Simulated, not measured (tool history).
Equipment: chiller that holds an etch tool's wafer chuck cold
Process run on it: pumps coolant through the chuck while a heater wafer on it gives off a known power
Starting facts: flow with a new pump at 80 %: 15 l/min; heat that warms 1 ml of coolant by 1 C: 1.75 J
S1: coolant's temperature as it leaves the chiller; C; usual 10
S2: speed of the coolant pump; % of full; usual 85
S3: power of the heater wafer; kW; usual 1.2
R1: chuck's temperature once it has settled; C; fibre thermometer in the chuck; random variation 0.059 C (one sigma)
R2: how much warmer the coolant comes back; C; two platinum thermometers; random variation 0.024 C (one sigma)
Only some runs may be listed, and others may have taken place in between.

{"run": 1, "hour": 0.0, "S1": 10, "S2": 85, "S3": 1.2, "R1": 20.26, "R2": 2.6}
{"run": 2, "hour": 24.1, "S1": 10, "S2": 76, "S3": 1.2, "R1": 21.07, "R2": 2.95}
{"run": 3, "hour": 54.1, "S1": 13, "S2": 85, "S3": 1.2, "R1": 23.27, "R2": 2.55}
{"run": 4, "hour": 95.4, "S1": 10, "S2": 85, "S3": 1.2, "R1": 20.3, "R2": 2.58}
{"run": 5, "hour": 151.6, "S1": 10, "S2": 85, "S3": 1.2, "R1": 20.29, "R2": 2.55}
{"run": 6, "hour": 195.1, "S1": 10, "S2": 85, "S3": 1.2, "R1": 20.31, "R2": 2.55}
{"run": 7, "hour": 225.0, "S1": 10, "S2": 85, "S3": 1.2, "R1": 20.37, "R2": 2.58}
{"run": 8, "hour": 273.5, "S1": 10, "S2": 63, "S3": 1.2, "R1": 22.53, "R2": 3.58}
{"run": 9, "hour": 316.3, "S1": 10, "S2": 63, "S3": 1.2, "R1": 22.41, "R2": 3.6}
{"run": 10, "hour": 360.0, "S1": 10, "S2": 63, "S3": 1.2, "R1": 22.54, "R2": 3.62}
{"run": 11, "hour": 401.1, "S1": 10, "S2": 85, "S3": 1.2, "R1": 20.28, "R2": 2.62}
{"hour": 409.7, "done": "coolant pump overhauled"}
{"run": 12, "hour": 457.9, "S1": 10, "S2": 85, "S3": 1.2, "R1": 20.33, "R2": 2.58}
{"run": 13, "hour": 498.7, "S1": 10, "S2": 85, "S3": 1.078, "R1": 19.16, "R2": 2.34}
{"run": 14, "hour": 546.6, "S1": 10, "S2": 85, "S3": 1.078, "R1": 19.26, "R2": 2.36}
{"run": 15, "hour": 579.5, "S1": 10, "S2": 85, "S3": 1.078, "R1": 19.28, "R2": 2.37}
{"run": 16, "hour": 619.2, "S1": 10, "S2": 85, "S3": 1.078, "R1": 19.19, "R2": 2.32}
{"hour": 640.2, "done": "coolant pump overhauled, once more"}
{"run": 17, "hour": 678.2, "S1": 10, "S2": 85, "S3": 1.078, "R1": 19.27, "R2": 2.31}
{"run": 18, "hour": 721.8, "S1": 10, "S2": 74, "S3": 1.078, "R1": 19.98, "R2": 2.72}

Run 19 is up next; what results do you expect?
{"run": 19, "hour": 748.8, "S1": 6, "S2": 80, "S3": 0.865, "R1": "?", "R2": "?"}

R1: 13.69 C
R2: 1.96 C
Were there no unlogged condition in the tool, this run, its random variation unchanged, would have produced R1 13.73 C, R2 1.95 C.

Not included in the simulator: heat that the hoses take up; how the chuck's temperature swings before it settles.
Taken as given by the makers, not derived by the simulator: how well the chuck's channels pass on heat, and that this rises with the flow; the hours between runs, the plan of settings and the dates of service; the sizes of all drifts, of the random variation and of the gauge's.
